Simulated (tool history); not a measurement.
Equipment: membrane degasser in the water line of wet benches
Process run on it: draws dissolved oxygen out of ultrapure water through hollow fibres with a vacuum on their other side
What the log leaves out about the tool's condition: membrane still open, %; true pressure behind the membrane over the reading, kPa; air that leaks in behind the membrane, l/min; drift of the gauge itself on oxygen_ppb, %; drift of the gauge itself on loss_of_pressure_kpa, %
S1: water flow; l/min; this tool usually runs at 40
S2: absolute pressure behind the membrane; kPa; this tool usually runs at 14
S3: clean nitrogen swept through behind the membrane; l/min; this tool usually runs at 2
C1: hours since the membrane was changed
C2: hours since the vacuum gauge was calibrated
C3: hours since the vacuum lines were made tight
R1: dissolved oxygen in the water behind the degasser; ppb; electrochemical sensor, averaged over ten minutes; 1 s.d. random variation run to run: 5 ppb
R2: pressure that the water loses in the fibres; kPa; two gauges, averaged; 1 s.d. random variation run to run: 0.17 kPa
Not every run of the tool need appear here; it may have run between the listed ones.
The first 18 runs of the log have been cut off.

run,hour,S1,S2,S3,C1,C2,C3,R1,R2
19,934.5,33,14,3.4,2294,3026,2504,361.1,20.83
20,964.2,40,24.2,1.42,2324,3056,2534,1244.2,25.38
21,1026.1,40,24.2,1.42,2385,3117,2596,1245.7,25.63
22,1072.8,35,31,0.9,2432,3164,2642,1872.7,22.22
23,1118,33,28.5,0.9,2477,3209,2688,1678.9,21.05
24,1174.4,41,22.8,4.04,2534,3266,2744,619.6,25.96
25,1226.8,41,22.8,4.04,2586,3318,2796,611.9,25.7
26,1291.8,38,10.7,3.78,2651,3383,2861,333.5,24.5
27,1328.6,57,18,1.58,2688,3420,2898,1245.3,36.43
28,1360.9,46,18,1.58,2720,3452,2931,1025.2,29.33
29,1424.8,46,18,1.58,2784,3516,2994,1022.1,29.03
30,1454.9,33,18,1.25,2814,3546,3025,897.4,20.95
31,1498.4,33,18,1.25,2858,3590,3068,891.8,20.98

Branching from run 31: 5 alternative next runs. What would each branch give?
A,1548.6,32,18,1.25,2908,3640,3118,?,?
B,1548.6,40,14.9,2.87,2908,3640,3118,?,?
C,1548.6,28,18,1.25,2908,3640,3118,?,?
D,1548.6,24,10.1,1.31,2908,3640,3118,?,?
E,1548.6,33,20.2,1.25,2908,3640,3118,?,?

run,R1,R2
A,857.2,20.7
B,526.7,25.5
C,771.3,17.91
D,343.9,15.49
E,988.5,20.76
Stripped of hidden state, with their random variation kept, the same runs would have yielded:
run,R1,R2
A,839.2,20.35
B,509.3,25.05
C,755.1,17.6
D,330,15.22
E,970.3,20.39
